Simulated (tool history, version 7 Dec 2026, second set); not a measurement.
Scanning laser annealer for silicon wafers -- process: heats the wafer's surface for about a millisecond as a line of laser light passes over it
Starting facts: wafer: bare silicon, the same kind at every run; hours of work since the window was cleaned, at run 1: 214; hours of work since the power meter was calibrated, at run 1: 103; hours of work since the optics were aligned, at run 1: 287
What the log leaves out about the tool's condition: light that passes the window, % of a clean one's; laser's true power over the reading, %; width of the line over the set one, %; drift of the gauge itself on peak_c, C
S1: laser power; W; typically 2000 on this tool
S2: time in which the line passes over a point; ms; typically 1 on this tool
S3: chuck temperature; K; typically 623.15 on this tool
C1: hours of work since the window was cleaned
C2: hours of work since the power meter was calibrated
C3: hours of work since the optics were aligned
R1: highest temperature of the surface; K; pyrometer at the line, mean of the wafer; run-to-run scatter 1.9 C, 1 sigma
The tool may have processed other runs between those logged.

run	hour	S1	S2	S3	C1	C2	C3	R1
1	0	2000	1	623.15	214	103	287	1398.15
2	18.6	2000	1	623.15	226	116	300	1400.15
3	27.8	2000	1	623.15	233	122	306	1403.15
4	42.1	1730	1	623.15	243	132	316	1261.15
5	51.4	2000	0.73	623.15	249	138	322	1283.15
6	70.7	2000	1	597.15	262	151	336	1376.15
7	80.8	2000	0.86	597.15	269	158	342	1311.15
8	90.5	2000	0.86	597.15	276	165	349	1310.15
9	105.2	2000	0.86	597.15	286	175	359	1315.15
10	123.1	2000	0.86	597.15	298	188	372	1307.15
11	139.4	2000	0.86	597.15	310	199	383	1317.15
12	155.9	2000	0.86	597.15	321	210	394	1313.15
13	173.1	2000	0.86	597.15	333	222	406	1312.15
14	183.5	2000	0.86	597.15	340	229	413	1312.15
15	198.4	2000	0.86	597.15	350	239	423	1312.15
16	212	2000	0.86	597.15	360	249	433	1316.15
17	223.7	2000	0.86	597.15	368	257	441	1314.15
18	234.2	2000	0.79	623.15	375	264	448	1304.15
19	248.4	1708	1.03	642.15	385	274	458	1280.15
20	262.3	2001	0.97	614.15	394	283	467	1380.15
21	273.2	2001	0.97	614.15	402	291	475	1378.15
22	282.5	2000	0.86	642.15	408	297	481	1358.15
23	291.6	1718	0.8	642.15	414	304	488	1204.15
24	300.9	1718	0.8	642.15	421	310	494	1202.15
25	315.3	1718	0.8	642.15	431	320	504	1202.15
26	332.9	1778	1.11	642.15	443	332	516	1347.15
27	348.7	1943	0.82	641.15	454	343	527	1315.15
28	364.8	1943	0.82	641.15	465	354	538	1313.15
29	381	1943	0.82	641.15	476	365	549	1314.15
30	394.5	2017	1	638.15	485	374	558	1425.15
31	413.2	2169	0.95	615.15	498	387	571	1457.15
32	431.4	2195	1.05	618.15	511	400	584	1522.15
33	444.7	2114	1.05	618.15	520	409	593	1479.15
34	458	1784	1.05	618.15	529	418	602	1302.15
35	469.4	1784	1.05	618.15	537	426	610	1301.15

Predict each of these 5 candidate next runs independently; none follows another, all start after run 35:
A	484.2	2166	1.1	622.15	547	436	620	?
B	484.2	1828	0.8	585.15	547	436	620	?
C	484.2	2141	0.8	647.15	547	436	620	?
D	484.2	2000	0.94	628.15	547	436	620	?
E	484.2	1712	1.11	642.15	547	436	620	?

run	R1
A	1534.15
B	1194.15
C	1397.15
D	1380.15
E	1310.15
With no hidden state in the tool, these same runs would have given:
run	R1
A	1535.15
B	1194.15
C	1397.15
D	1380.15
E	1310.15
